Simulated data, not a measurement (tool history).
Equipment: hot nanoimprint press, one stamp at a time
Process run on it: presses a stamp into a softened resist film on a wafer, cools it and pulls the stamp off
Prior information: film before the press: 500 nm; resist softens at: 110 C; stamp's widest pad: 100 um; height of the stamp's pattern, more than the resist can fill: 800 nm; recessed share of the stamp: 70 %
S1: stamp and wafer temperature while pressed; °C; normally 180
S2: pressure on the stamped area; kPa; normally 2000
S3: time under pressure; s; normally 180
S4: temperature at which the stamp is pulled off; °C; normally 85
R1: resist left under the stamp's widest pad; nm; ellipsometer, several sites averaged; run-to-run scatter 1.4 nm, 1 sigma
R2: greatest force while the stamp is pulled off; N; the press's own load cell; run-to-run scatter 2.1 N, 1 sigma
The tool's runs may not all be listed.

run,hour,S1,S2,S3,S4,R1,R2
1,0,180,2000,180,85,236.6,110
2,51.3,174,2000,180,85,303.1,106
3,105.3,174,2000,180,85,305,114
4,145.3,174,2000,180,85,308.1,118
5,167.5,174,2000,180,85,306.6,122
# hour 192.9: stamp cleaned and given a new release coat
6,202.9,180,2000,180,85,241,96
# hour 246.6: plate thermocouple calibrated
7,251.1,180,2000,180,85,228.3,96
8,274,189,2000,180,85,157.8,96
9,311.7,180,1590,180,85,259.2,97
10,348,180,1590,180,85,261.2,102
# hour 391.5: press's hydraulic seals changed and the load cell set to zero
11,401.2,180,1590,180,85,254.8,101
12,456.1,180,2000,180,82,227.8,112
13,482.2,180,2000,180,82,226.7,110
14,508.3,180,2000,180,84,226.7,112
15,533.4,180,2000,180,84,229,109

Expected results for the next run?
16,563.4,180,2000,180,84,?,?

Run 16 came out at R1 231.1 nm, R2 118 N.
Without the tool's hidden state the same run would have given R1 224.8 nm, R2 98 N.
